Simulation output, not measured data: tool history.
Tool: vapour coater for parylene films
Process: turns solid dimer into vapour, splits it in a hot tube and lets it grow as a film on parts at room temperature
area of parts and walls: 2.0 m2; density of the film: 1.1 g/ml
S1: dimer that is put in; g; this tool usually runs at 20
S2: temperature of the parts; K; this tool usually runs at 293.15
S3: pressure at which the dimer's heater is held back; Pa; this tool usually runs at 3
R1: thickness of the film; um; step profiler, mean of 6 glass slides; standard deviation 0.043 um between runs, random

| run | hour | S1 | S2 | S3 | R1 |
|---|---|---|---|---|---|
| 1 | 0 | 20 | 293.15 | 3 | 4.75 |
| 2 | 26.2 | 20 | 293.15 | 3 | 4.68 |
| 3 | 43.1 | 20 | 293.15 | 3 | 4.72 |
|  | 53.8 | trap's valve overhauled |
| 4 | 64.5 | 20 | 305.15 | 3 | 2.74 |
| 5 | 83.5 | 20 | 293.15 | 3 | 4.75 |
| 6 | 105.1 | 20 | 293.15 | 11.69 | 4.04 |
| 7 | 125.8 | 20 | 293.15 | 11.69 | 4.11 |
| 8 | 143 | 20 | 293.15 | 11.69 | 4.08 |
| 9 | 159.4 | 20 | 293.15 | 11.69 | 4.07 |
| 10 | 180.7 | 20 | 293.15 | 11.69 | 4.03 |
| 11 | 198.6 | 20 | 293.15 | 11.69 | 4.03 |
| 12 | 212.1 | 20 | 293.15 | 11.69 | 4.07 |
| 13 | 234.9 | 26 | 304.15 | 7.61 | 3.28 |

Estimate the outcome of run 14 from the log above:
| 14 | 263.8 | 26 | 304.15 | 7.61 | ? |

{"run 14": {"R1": 3.26}}
On a tool with no hidden condition, and with the same random variation, this run would have come out at R1 3.27 um.
